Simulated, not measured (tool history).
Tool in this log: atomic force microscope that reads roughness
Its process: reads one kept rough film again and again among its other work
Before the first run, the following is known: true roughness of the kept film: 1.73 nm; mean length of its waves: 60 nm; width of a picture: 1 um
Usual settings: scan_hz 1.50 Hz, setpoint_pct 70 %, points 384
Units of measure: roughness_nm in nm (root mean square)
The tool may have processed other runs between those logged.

run,hour,scan_hz,setpoint_pct,points,roughness_nm
1,0.0,1.50,70,384,1.552
2,32.0,1.50,70,384,1.528
# hour 42.4: new tip fitted
3,68.7,1.50,70,384,1.537
4,90.2,1.50,70,384,1.532
# hour 97.6: new tip fitted
5,142.6,1.50,70,384,1.537
# hour 152.9: new tip fitted
6,166.4,1.50,70,384,1.547
# hour 206.9: new tip fitted
7,212.5,1.50,70,384,1.550
8,247.6,1.50,70,384,1.536
# hour 262.9: new tip fitted
9,281.9,1.50,70,384,1.542
10,302.9,1.50,70,384,1.533
# hour 319.6: new tip fitted
11,328.1,1.50,70,384,1.545
# hour 375.8: new tip fitted
12,376.6,1.50,70,384,1.545
13,422.1,1.50,71,384,1.524
# hour 431.3: new tip fitted
14,469.5,1.50,70,384,1.532
# hour 486.7: new tip fitted
15,503.9,1.50,70,384,1.547
16,528.7,1.50,70,384,1.527
# hour 542.6: new tip fitted
17,567.7,1.50,70,384,1.537
# hour 596.7: new tip fitted
18,600.4,1.50,70,634,1.548
19,640.2,1.50,70,634,1.531
# hour 652.4: new tip fitted
20,671.6,1.50,70,384,1.535
21,703.6,1.50,70,384,1.525
# hour 708.5: new tip fitted
22,733.4,1.50,69,384,1.541
23,754.7,1.50,69,384,1.531
# hour 765.7: new tip fitted
24,782.3,0.59,89,618,1.534
# hour 821.4: new tip fitted
25,823.0,0.59,89,618,1.541
26,854.0,1.11,70,384,1.561
# hour 876.3: new tip fitted
27,890.8,1.11,70,384,1.572
# hour 931.6: new tip fitted
28,935.0,1.11,70,384,1.579
# hour 985.2: new tip fitted
29,985.2,1.11,70,384,1.581
30,1020.0,1.11,70,384,1.565
# hour 1040.2: new tip fitted
31,1045.0,1.11,70,384,1.579
32,1092.5,1.11,79,576,1.499
# hour 1096.8: new tip fitted
33,1117.2,0.52,88,1013,1.555
# hour 1150.9: new tip fitted
34,1159.9,0.73,88,861,1.511
# hour 1207.7: new tip fitted
35,1208.2,0.73,82,861,1.550
36,1230.0,0.73,82,861,1.542
# hour 1262.9: new tip fitted
37,1262.9,0.73,82,861,1.557
38,1290.3,0.73,82,861,1.545
# hour 1321.0: new tip fitted
39,1332.6,3.16,66,943,1.455
40,1367.4,1.50,72,292,1.504
# hour 1375.7: new tip fitted
41,1416.9,1.50,72,292,1.510
# hour 1430.7: new tip fitted
42,1442.6,1.50,72,292,1.517
43,1468.5,3.30,72,292,1.350
# hour 1484.8: new tip fitted
44,1499.4,3.30,72,292,1.361

Forecast each of these 4 alternatives for the next run:
# hour 1539.4: new tip fitted
A,1542.9,1.04,70,384,?
# hour 1539.4: new tip fitted
B,1542.9,1.50,60,384,?
# hour 1539.4: new tip fitted
C,1542.9,1.29,77,688,?
# hour 1539.4: new tip fitted
D,1542.9,2.33,66,291,?

run,roughness_nm
A,1.580
B,1.598
C,1.509
D,1.506
What these runs would have given with no unlogged condition in the tool:
run,roughness_nm
A,1.608
B,1.627
C,1.536
D,1.533
